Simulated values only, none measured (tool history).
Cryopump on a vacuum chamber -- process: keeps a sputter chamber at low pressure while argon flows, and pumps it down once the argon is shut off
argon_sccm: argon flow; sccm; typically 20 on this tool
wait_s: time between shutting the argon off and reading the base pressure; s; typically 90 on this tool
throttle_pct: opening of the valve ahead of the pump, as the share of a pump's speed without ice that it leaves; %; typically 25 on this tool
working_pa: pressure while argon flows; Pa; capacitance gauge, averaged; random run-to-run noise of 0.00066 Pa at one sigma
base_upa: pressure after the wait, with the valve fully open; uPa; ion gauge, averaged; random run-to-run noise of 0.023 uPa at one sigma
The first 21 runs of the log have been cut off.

run,hour,argon_sccm,wait_s,throttle_pct,hours of work since the pump was warmed up and emptied,hours of work since the cold head was overhauled,hours of work since the chamber's fittings were tightened,working_pa,base_upa
22,434.5,10,85,39,922,922,134,0.0389,1.14
23,457.6,20,71,27,938,938,151,0.1089,1.29
24,471.4,20,188,25,948,948,160,0.1170,0.97
25,499.6,20,184,56,968,968,180,0.0574,1.04
26,521.1,20,184,56,983,983,196,0.0571,1.03
27,537.5,20,184,56,995,995,207,0.0583,1.08
28,559.7,20,184,56,1011,1011,223,0.0583,1.13
29,573.9,21,40,36,1021,1021,233,0.0911,2.05
30,592.0,21,40,36,1034,1034,246,0.0895,2.02
31,620.9,21,40,36,1054,1054,266,0.0897,2.01
# hour 628.1: pump warmed up, emptied and cooled again
32,639.0,21,40,36,8,1063,276,0.0796,1.79
33,666.9,21,40,36,28,1083,295,0.0807,1.86
34,685.8,20,90,52,41,1097,309,0.0526,1.23

Here are 3 independent what-if runs from the current tool condition. What would each one return?
A,712.0,20,90,25,60,1115,327,?,?
B,712.0,20,21,16,60,1115,327,?,?
C,712.0,20,90,26,60,1115,327,?,?

run,working_pa,base_upa
A,0.1095,1.30
B,0.1696,2.97
C,0.1042,1.27
With no hidden state in the tool, these same runs would have given:
run,working_pa,base_upa
A,0.1089,0.70
B,0.1690,2.36
C,0.1036,0.68
